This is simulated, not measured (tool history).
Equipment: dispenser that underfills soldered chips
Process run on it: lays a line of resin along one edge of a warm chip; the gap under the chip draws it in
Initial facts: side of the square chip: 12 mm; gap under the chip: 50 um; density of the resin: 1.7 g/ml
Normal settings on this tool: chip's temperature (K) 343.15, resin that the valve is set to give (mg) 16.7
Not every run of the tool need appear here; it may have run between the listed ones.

run   hour  chip's temperature (K)  resin that the valve is set to give (mg)  time until the resin shows at the far edge (s)  resin that the valve gave (mg)
  1      0                  343.15                                      16.7                                           199.3                           16.44
      12.2  -- new syringe of resin
  2   13.7                  343.15                                      16.6                                           203.4                           16.32
      25.6  -- new syringe of resin
  3   28.6                  355.15                                      16.7                                           139.8                           16.21
  4   37.5                  355.15                                      16.7                                           206.5                           16.09
      39.3  -- new syringe of resin
  5   51.3                  355.15                                      16.7                                           207.3                           16.02
      52.5  -- new syringe of resin
      66.7  -- new syringe of resin
  6   67.9                  343.15                                        15                                           206.9                           14.22
  7   76.9                  343.15                                        15                                           308.5                           14.19
        81  -- new syringe of resin
      93.8  -- dispensing valve cleaned and set on the balance
      95.3  -- new syringe of resin
  8   96.3                  343.15                                        15                                             202                            15.1
     109.5  -- new syringe of resin
  9  109.5                  343.15                                      16.7                                           186.9                           16.59
 10  118.6                  343.15                                      21.6                                           265.7                           21.47
     122.8  -- new syringe of resin
     136.5  -- new syringe of resin
 11  136.5                  343.15                                      21.6                                           175.8                           21.26
 12    145                  343.15                                      18.9                                           265.1                           18.52
     149.8  -- new syringe of resin
 13  158.4                  343.15                                      18.9                                           264.4                           18.31
     162.8  -- new syringe of resin
 14  173.7                  343.15                                      18.9                                           295.3                            18.4
     176.1  -- new syringe of resin
 15  188.2                  343.15                                        19                                           311.9                           18.08
     189.9  -- new syringe of resin
 16  198.5                  343.15                                        19                                           266.7                           18.14
     203.9  -- new syringe of resin
 17    212                  343.15                                        19                                           259.8                           17.97
     217.7  -- new syringe of resin
 18  223.3                  338.15                                      16.7                                           281.3                            15.8
     227.8  -- dispensing valve cleaned and set on the balance
       233  -- new syringe of resin
 19  234.3                  341.15                                      16.9                                           211.9                           16.85
 20    243                  331.15                                      16.3                                           458.2                           16.18
     246.9  -- new syringe of resin
 21  257.4                  343.15                                      14.8                                           298.2                           14.59
     260.5  -- new syringe of resin
 22  268.3                  343.15                                      17.2                                           259.4                           16.84
     274.2  -- new syringe of resin
 23    283                  351.15                                      14.3                                           213.8                           13.76
     287.6  -- new syringe of resin
 24  297.2                  356.15                                      19.5                                             172                           18.86
     301.4  -- new syringe of resin
 25  306.6                  345.15                                      18.5                                           208.5                           17.78
     314.9  -- new syringe of resin
 26  314.9                  345.15                                      18.5                                           166.1                           17.67
 27  323.8                  333.15                                        20                                           377.9                           19.08
     328.1  -- new syringe of resin
 28  337.6                  330.15                                      20.8                                             442                           19.68
     341.6  -- new syringe of resin
 29  346.5                  334.15                                      14.9                                           333.3                           14.07
     355.4  -- new syringe of resin
     361.3  -- dispensing valve cleaned and set on the balance
 30  361.3                  334.15                                      14.9                                           323.5                           14.89
       370  -- new syringe of resin
 31  377.4                  353.15                                        15                                           182.8                           14.78
     384.1  -- new syringe of resin
 32  389.1                  353.15                                        15                                           161.4                           14.84
     397.5  -- new syringe of resin
 33  397.8                  332.15                                        15                                           298.4                           14.67

Measured minus without-hidden-state, run by run (identical run-to-run variation in each term; gauge scatter may differ):
Hidden state present: resin's viscosity, % of fresh resin's; dose that the valve gives, % of what is set; true chip temperature over the reading, C; drift of the gauge itself on fill_s, %; drift of the gauge itself on given_mg, %.
run  time until the resin shows at the far edge (s)  resin that the valve gave (mg)
  1                                            +9.2                           -0.31
  2                                           +10.5                           -0.41
  3                                           +15.2                           -0.54
  4                                           +82.3                           -0.62
  5                                           +82.2                           -0.74
  6                                           +12.8                           -0.77
  7                                          +113.3                           -0.84
  8                                            +5.7                           +0.04
  9                                            -6.2                           -0.07
 10                                           +81.6                            -0.2
 11                                            -4.9                           -0.38
 12                                           +77.7                           -0.41
 13                                             +77                           -0.53
 14                                          +108.1                           -0.66
 15                                          +127.7                            -0.8
 16                                           +77.5                           -0.91
 17                                           +74.2                           -1.04
 18                                           +54.9                           -0.99
 19                                            +6.5                           -0.06
 20                                          +153.6                           -0.13
 21                                            +101                           -0.22
 22                                           +69.2                           -0.33
 23                                           +66.8                           -0.38
 24                                             +54                           -0.66
 25                                           +36.3                            -0.7
 26                                            -6.7                           -0.76
 27                                          +110.8                            -0.9
 28                                          +135.6                           -1.08
 29                                           +57.1                           -0.83
 30                                             +49                           -0.05
 31                                           +46.7                           -0.18
 32                                           +25.6                           -0.25
 33                                            -6.5                           -0.31
